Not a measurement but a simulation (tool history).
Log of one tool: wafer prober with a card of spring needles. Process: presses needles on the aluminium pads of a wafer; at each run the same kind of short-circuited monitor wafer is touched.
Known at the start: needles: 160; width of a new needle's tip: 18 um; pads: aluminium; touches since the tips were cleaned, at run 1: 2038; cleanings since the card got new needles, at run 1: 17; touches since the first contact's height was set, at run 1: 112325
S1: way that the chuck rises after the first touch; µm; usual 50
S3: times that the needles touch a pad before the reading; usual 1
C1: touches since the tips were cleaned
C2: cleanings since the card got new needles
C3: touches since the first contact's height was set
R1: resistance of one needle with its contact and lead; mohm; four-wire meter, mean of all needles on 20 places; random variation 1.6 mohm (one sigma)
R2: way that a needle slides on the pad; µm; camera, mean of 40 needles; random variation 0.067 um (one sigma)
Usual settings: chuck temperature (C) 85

Run 1, hour 0: usual settings; C1 2038; C2 17; C3 112325. Result: R1 150 mohm, R2 13.26 µm.
Run 2, hour 5.8: usual settings but chuck temperature (C) 33; C1 3808; C2 17; C3 114095. Result: R1 138 mohm, R2 13.43 µm.
At hour 13.1: tips cleaned on abrasive film.
Run 3, hour 18.6: usual settings but chuck temperature (C) 107; C1 1672; C2 18; C3 117935. Result: R1 152 mohm, R2 13.37 µm.
Run 4, hour 29.3: usual settings but chuck temperature (C) 107; C1 4921; C2 18; C3 121184. Result: R1 156 mohm, R2 13.56 µm.
At hour 31.8: tips cleaned on abrasive film.
Run 5, hour 35.8: usual settings; C1 1217; C2 19; C3 123137. Result: R1 150 mohm, R2 13.44 µm.
Run 6, hour 43.9: usual settings; C1 3688; C2 19; C3 125608. Result: R1 152 mohm, R2 13.49 µm.
At hour 50.6: tips cleaned on abrasive film.
Run 7, hour 51: usual settings; C1 127; C2 20; C3 127747. Result: R1 149 mohm, R2 13.59 µm.
Run 8, hour 64.6: usual settings; C1 4247; C2 20; C3 131867. Result: R1 151 mohm, R2 13.47 µm.
At hour 69.9: tips cleaned on abrasive film.
Run 9, hour 77.9: usual settings; C1 2425; C2 21; C3 135866. Result: R1 150 mohm, R2 13.43 µm.
At hour 88.6: tips cleaned on abrasive film.
Run 10, hour 91.9: usual settings; C1 989; C2 22; C3 140090. Result: R1 148 mohm, R2 13.52 µm.
Run 11, hour 103.4: usual settings; C1 4509; C2 22; C3 143610. Result: R1 150 mohm, R2 13.44 µm.
At hour 108.1: tips cleaned on abrasive film.
Run 12, hour 112.5: usual settings; C1 1345; C2 23; C3 146332. Result: R1 149 mohm, R2 13.61 µm.
Run 13, hour 124.3: usual settings; C1 4920; C2 23; C3 149907. Result: R1 147 mohm, R2 13.67 µm.
At hour 127.7: tips cleaned on abrasive film.
Run 14, hour 133.3: usual settings; C1 1685; C2 24; C3 152613. Result: R1 151 mohm, R2 13.73 µm.
Run 15, hour 139.8: usual settings; C1 3669; C2 24; C3 154597. Result: R1 151 mohm, R2 13.57 µm.
At hour 146.8: tips cleaned on abrasive film.
Run 16, hour 150.2: usual settings; C1 1025; C2 25; C3 157725. Result: R1 151 mohm, R2 13.67 µm.
Run 17, hour 157.1: usual settings; C1 3117; C2 25; C3 159817. Result: R1 151 mohm, R2 13.69 µm.
Run 18, hour 164: usual settings; C1 5212; C2 25; C3 161912. Result: R1 152 mohm, R2 13.52 µm.
At hour 165.8: tips cleaned on abrasive film.
Run 19, hour 177.9: usual settings; C1 3674; C2 26; C3 166108. Result: R1 149 mohm, R2 13.67 µm.
At hour 185.2: tips cleaned on abrasive film.
Run 20, hour 188.3: usual settings but S1 36 µm, chuck temperature (C) 27; C1 948; C2 27; C3 169256. Result: R1 151 mohm, R2 9.93 µm.
Run 21, hour 195.5: usual settings but S1 34 µm, chuck temperature (C) 91, S3 2; C1 3135; C2 27; C3 171443. Result: R1 173 mohm, R2 9.33 µm.
At hour 200.9: gauge calibrated.
At hour 204.2: tips cleaned on abrasive film.
Run 22, hour 204.2: usual settings but S1 34 µm, chuck temperature (C) 91, S3 2; C1 0; C2 28; C3 174052. Result: R1 175 mohm, R2 9.11 µm.
Run 23, hour 216.1: usual settings but S1 58 µm, chuck temperature (C) 50; C1 3604; C2 28; C3 177656. Result: R1 136 mohm, R2 15.52 µm.
At hour 223.2: tips cleaned on abrasive film.
Run 24, hour 224.1: usual settings but S1 64 µm, chuck temperature (C) 32; C1 264; C2 29; C3 180048. Result: R1 128 mohm, R2 17.1 µm.
Run 25, hour 231.4: usual settings but S1 64 µm, chuck temperature (C) 32; C1 2495; C2 29; C3 182279. Result: R1 131 mohm, R2 17.15 µm.
At hour 242: tips cleaned on abrasive film.
Run 26, hour 243.9: usual settings but S1 34 µm, chuck temperature (C) 40; C1 566; C2 30; C3 186036. Result: R1 159 mohm, R2 9.05 µm.
Run 27, hour 253.5: usual settings but S1 34 µm, chuck temperature (C) 40; C1 3488; C2 30; C3 188958. Result: R1 159 mohm, R2 9.09 µm.
Run 28, hour 259.9: usual settings but S1 31 µm, chuck temperature (C) 60; C1 5431; C2 30; C3 190901. Result: R1 170 mohm, R2 8.43 µm.
At hour 260.7: tips cleaned on abrasive film.
Run 29, hour 266.1: usual settings but S1 31 µm, chuck temperature (C) 60; C1 1640; C2 31; C3 192766. Result: R1 170 mohm, R2 8.31 µm.
Run 30, hour 274.1: usual settings but S1 31 µm, chuck temperature (C) 60; C1 4056; C2 31; C3 195182. Result: R1 169 mohm, R2 8.37 µm.
At hour 279.6: tips cleaned on abrasive film.
Run 31, hour 280.3: usual settings but S1 31 µm, chuck temperature (C) 60; C1 204; C2 32; C3 197049. Result: R1 169 mohm, R2 8.4 µm.
Run 32, hour 288.8: usual settings but S1 64 µm, chuck temperature (C) 62, S3 2; C1 2779; C2 32; C3 199624. Result: R1 137 mohm, R2 17.33 µm.

The next listed run, before its measurement:
Run 33, hour 295.2: usual settings but S1 31 µm, S3 3; C1 4741; C2 32; C3 201586. Result: R1 ?, R2 ?.

{"run 33": {"R1": 180, "R2": 8.35}}
Without the tool's hidden state the same run would have given R1 180 mohm, R2 8.26 µm.
